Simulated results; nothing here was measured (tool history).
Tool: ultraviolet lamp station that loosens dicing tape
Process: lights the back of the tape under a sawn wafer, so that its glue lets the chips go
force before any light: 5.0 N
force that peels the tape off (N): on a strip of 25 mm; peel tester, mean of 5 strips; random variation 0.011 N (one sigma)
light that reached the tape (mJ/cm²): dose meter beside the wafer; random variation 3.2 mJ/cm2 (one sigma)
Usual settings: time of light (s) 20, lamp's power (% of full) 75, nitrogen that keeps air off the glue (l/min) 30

run,hour,time of light (s),lamp's power (% of full),nitrogen that keeps air off the glue (l/min),force that peels the tape off (N),light that reached the tape (mJ/cm²)
1,0,20,75,30,0.75,399
2,38.4,20,60,30,1.062,315
3,70.5,20,60,30,1.065,313
4,113.1,20,75,30,0.734,390
5,146.7,20,75,30,0.749,378
6,176.7,20,75,30,0.794,382
7,194.6,25,75,30,0.565,469
8,225.6,20,75,25,0.91,374
9,265.5,23,75,25,0.757,425
10,289.5,20,75,30,0.817,368
# hour 292.3: window cleaned of glue's vapour
11,309.7,20,75,30,0.915,341
12,333.9,20,75,30,0.954,347
13,360.6,20,75,18,1.243,339
14,392.1,20,75,18,1.245,338
# hour 432.7: window cleaned of glue's vapour, once more
15,434.6,18,75,20,1.069,350
16,465.2,11,74,51,1.51,212
17,499,15,75,53,0.985,287
18,523.8,15,75,53,0.998,285
19,558,35,80,30,0.27,703
20,594.7,35,80,30,0.291,692
21,622.4,35,80,30,0.288,685
22,663.3,35,72,30,0.356,602
23,702.4,35,72,30,0.364,595
24,724.5,25,61,20,1.088,360
25,764.7,23,77,59,0.521,413
26,789.3,15,68,26,1.628,230
27,825.5,18,72,26,1.246,294
28,867.9,10,79,21,2.256,177

Hidden state or all else? Some run-to-run changes of force that peels the tape off (N), split into what the settings, what came in and random variation would give without the hidden state, and what is left for the hidden state (with any gauge scatter that isn't in both results):
The hidden state here: lamp's light, % of a new lamp's; light that the window lets through, % of a clean one's; drift of the gauge itself on peel_n, %; drift of the gauge itself on dose_mj_cm2, %.
Run 23 -> 24: time of light (s) 35 -> 25, lamp's power (% of full) 72 -> 61, nitrogen that keeps air off the glue (l/min) 30 -> 20. force that peels the tape off (N) +0.724: hidden state +0.306, all else +0.418.
Run 25 -> 26: time of light (s) 23 -> 15, lamp's power (% of full) 77 -> 68, nitrogen that keeps air off the glue (l/min) 59 -> 26. force that peels the tape off (N) +1.107: hidden state +0.355, all else +0.752.
Run 27 -> 28: time of light (s) 18 -> 10, lamp's power (% of full) 72 -> 79, nitrogen that keeps air off the glue (l/min) 26 -> 21. force that peels the tape off (N) +1.01: hidden state +0.16, all else +0.85.
